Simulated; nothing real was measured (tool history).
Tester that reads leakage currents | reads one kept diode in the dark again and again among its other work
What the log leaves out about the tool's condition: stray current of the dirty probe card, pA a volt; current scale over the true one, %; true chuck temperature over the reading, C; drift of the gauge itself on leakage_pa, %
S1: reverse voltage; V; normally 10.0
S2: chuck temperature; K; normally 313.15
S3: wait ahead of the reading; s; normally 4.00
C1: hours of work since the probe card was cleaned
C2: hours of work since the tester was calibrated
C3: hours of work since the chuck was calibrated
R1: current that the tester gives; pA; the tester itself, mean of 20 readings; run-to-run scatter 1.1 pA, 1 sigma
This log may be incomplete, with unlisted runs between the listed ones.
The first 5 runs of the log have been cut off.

run    hour    S1      S2    S3    C1    C2    C3      R1
  6  1027.9  10.0  313.15  4.00  1183  2821  1003  376.16
  7  1136.4  10.0  319.15  4.00  1255  2892  1074  612.65
     1270.1  -- chuck's temperature calibrated
  8  1364.9  10.0  313.15  4.00  1405  3042    63  375.96
  9  1624.7  10.0  314.15  4.00  1577  3214   235  409.91
 10  1890.7  10.0  314.15  4.00  1753  3390   411  408.85
 11  2101.1  10.0  313.15  4.00  1892  3530   550  376.79
 12  2295.2  10.0  313.15  4.00  2021  3658   679  375.29
 13  2550.8  10.0  313.15  4.00  2190  3827   848  376.55
     2620.9  -- tester calibrated
 14  2819.2  10.0  313.15  1.92  2366   131  1024  377.66
     3036.1  -- chuck's temperature calibrated
 15  3059.8  10.0  320.15  4.00  2524   289    16  658.52
 16  3308.2   1.6  320.15  4.00  2689   454   180  225.24
 17  3570.4   1.6  320.15  4.00  2862   627   354  226.10
 18  3719.4   1.6  320.15  4.00  2961   726   452  225.65
 19  3933.7  10.0  313.15  0.58  3103   868   594  384.22
     4070.4  -- probe card cleaned and baked
 20  4201.0  10.0  313.15  0.58    86  1043   769  382.33
 21  4456.8  10.0  313.15  0.58   256  1212   938  382.02
 22  4597.2  10.0  313.15  0.58   349  1305  1031  380.35
     4814.1  -- chuck's temperature calibrated
 23  4862.9  10.0  313.15  0.58   523  1479    32  383.87

Run 24, settings as shown, results not yet in. Your forecast:
 24  4982.2  10.0  313.15  0.58  602  1558  111   ?

Run 24 yielded R1 381.43 pA.
With the hidden condition absent and the run-to-run variation left alone, this run would have shown R1 381.32 pA.
